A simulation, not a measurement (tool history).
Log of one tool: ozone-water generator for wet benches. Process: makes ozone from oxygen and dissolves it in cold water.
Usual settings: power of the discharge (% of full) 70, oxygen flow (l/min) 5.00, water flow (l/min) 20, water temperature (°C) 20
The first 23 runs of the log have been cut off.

| run | hour | power of the discharge (% of full) | oxygen flow (l/min) | water flow (l/min) | water temperature (°C) | dissolved ozone (ppm) | ozone in the gas ahead of the water (g/m3) |
|---|---|---|---|---|---|---|---|
| 24 | 892.3 | 95 | 6.06 | 15 | 21 | 34.5 | 302.1 |
| 25 | 933.7 | 95 | 6.06 | 15 | 21 | 34.4 | 301.1 |
| 26 | 974.6 | 40 | 2.84 | 25 | 27 | 11.3 | 235.0 |
|  | 996.2 | gauge calibrated |
| 27 | 1015.3 | 96 | 4.70 | 14 | 24 | 35.4 | 337.7 |
| 28 | 1050.1 | 70 | 5.00 | 26 | 21 | 18.9 | 259.9 |
| 29 | 1080.9 | 70 | 5.00 | 26 | 21 | 18.8 | 259.4 |
| 30 | 1123.7 | 65 | 5.00 | 13 | 21 | 28.8 | 246.3 |
| 31 | 1170.8 | 70 | 5.00 | 20 | 24 | 21.8 | 257.2 |
| 32 | 1200.5 | 70 | 5.00 | 20 | 18 | 24.0 | 259.7 |

4 ways to go on from here, each from the tool as it stands after run 32. What would each give?
| A | 1231.3 | 70 | 7.73 | 20 | 16 | ? | ? |
| B | 1231.3 | 63 | 7.09 | 20 | 12 | ? | ? |
| C | 1231.3 | 70 | 2.57 | 20 | 20 | ? | ? |
| D | 1231.3 | 69 | 5.00 | 24 | 18 | ? | ? |

| run | dissolved ozone (ppm) | ozone in the gas ahead of the water (g/m3) |
|---|---|---|
| A | 24.5 | 205.5 |
| B | 24.2 | 200.7 |
| C | 21.8 | 369.6 |
| D | 20.7 | 254.0 |
Had the tool no hidden state, the same runs would have come out as:
| run | dissolved ozone (ppm) | ozone in the gas ahead of the water (g/m3) |
|---|---|---|
| A | 24.5 | 204.3 |
| B | 24.2 | 199.5 |
| C | 21.8 | 367.4 |
| D | 20.7 | 252.5 |
